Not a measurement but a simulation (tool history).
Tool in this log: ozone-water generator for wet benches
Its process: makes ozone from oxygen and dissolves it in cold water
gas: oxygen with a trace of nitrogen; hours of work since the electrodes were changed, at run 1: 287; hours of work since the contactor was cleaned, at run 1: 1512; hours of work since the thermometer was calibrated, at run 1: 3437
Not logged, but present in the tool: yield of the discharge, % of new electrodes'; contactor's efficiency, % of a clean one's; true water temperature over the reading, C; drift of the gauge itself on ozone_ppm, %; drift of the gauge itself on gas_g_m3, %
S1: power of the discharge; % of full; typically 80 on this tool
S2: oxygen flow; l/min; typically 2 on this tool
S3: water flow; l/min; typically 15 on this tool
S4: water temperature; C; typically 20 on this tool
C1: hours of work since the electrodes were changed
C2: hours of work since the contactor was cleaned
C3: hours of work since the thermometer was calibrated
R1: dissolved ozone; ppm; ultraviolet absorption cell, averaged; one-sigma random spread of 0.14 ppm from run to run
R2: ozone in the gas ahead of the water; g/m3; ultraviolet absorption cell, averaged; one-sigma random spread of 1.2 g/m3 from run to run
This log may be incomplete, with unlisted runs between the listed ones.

run,hour,S1,S2,S3,S4,C1,C2,C3,R1,R2
1,0,80,2,15,20,287,1512,3437,15,215.2
2,45.8,80,2,15,20,332,1557,3482,15.2,216.2
3,100.7,80,1.93,15,20,386,1611,3536,14.9,220.5
4,134.1,80,1.93,15,20,419,1644,3568,14.9,219.1
5,166.8,80,1.93,15,20,451,1676,3601,15,218.6
6,229.1,80,1.03,15,20,512,1737,3662,12.4,294.8
7,263,80,1.03,15,20,546,1771,3695,12.4,293.2
8,315.4,80,1.03,10,20,597,1822,3747,19.2,292.9
9,369.2,80,2,15,20,650,1875,3799,14.8,214
10,403,80,2,15,20,683,1908,3833,14.9,214.4
11,465.2,55,2,15,20,745,1969,3894,11,163.6
12,515.1,55,2,15,20,794,2018,3943,11.4,163.7
13,578.4,80,2,15,20,856,2080,4005,14.6,214.7
14,606.5,80,2,15,20,883,2108,4033,14.8,216.3
15,636.6,85,2,15,20,913,2138,4062,15.4,222.1
16,700.5,80,2,21,20,976,2200,4125,10.2,214.9
17,749.8,80,2,21,20,1024,2249,4173,10.3,216
18,799.9,80,2.52,23,20,1073,2298,4223,9.6,191.7
19,835.7,80,2.52,23,20,1109,2333,4258,9.6,190.7
20,886,64,2.52,23,16,1158,2383,4307,8.5,164.1
21,929.1,64,2.52,23,16,1200,2425,4350,8.6,163.5
22,974.3,45,1.1,23,16,1245,2470,4394,5,186.5
23,1020.7,65,1.81,22,23,1290,2515,4440,7.9,193
24,1056.2,65,1.87,11,23,1325,2550,4475,16.2,190.3
25,1089.5,65,1.87,11,23,1358,2583,4507,16.2,190.8
26,1150.6,65,1.87,11,23,1418,2643,4567,16.4,189.7
27,1182.5,80,2.74,15,17,1450,2674,4599,16.1,180.6
28,1244.4,43,3.54,23,23,1510,2735,4660,6.4,103.3
29,1287.9,80,2,15,14,1553,2778,4702,15.6,214.1
30,1341.8,80,2,22,20,1606,2831,4755,9.6,212.2
31,1381.7,80,1.03,15,27,1645,2870,4794,11.3,290.2
32,1418.1,51,1.3,15,20,1681,2906,4830,9.4,187.8
33,1477.8,80,1.53,15,24,1740,2964,4889,13.1,241.4
34,1543.6,80,2,23,13,1804,3029,4954,9.3,211.7

Run by run, hidden condition taken away, random variation retained:
run,R1,R2
1,15.2,216
2,15.4,217.2
3,15.1,221.6
4,15.1,220.3
5,15.3,219.9
6,12.6,297
7,12.6,295.6
8,19.5,295.5
9,15.1,216
10,15.3,216.5
11,11.3,165
12,11.7,165.2
13,15,217.5
14,15.2,219.2
15,15.8,225.3
16,10.5,218.1
17,10.7,219.4
18,9.9,194.8
19,10,193.9
20,8.8,166.5
21,8.9,166
22,5.1,188.7
23,8.2,196.4
24,16.7,193.7
25,16.8,194.3
26,16.9,193.3
27,16.7,184.7
28,6.6,104.8
29,16.3,219.3
30,10.1,217.6
31,11.8,297.7
32,9.8,191.2
33,13.7,248
34,9.8,217.7
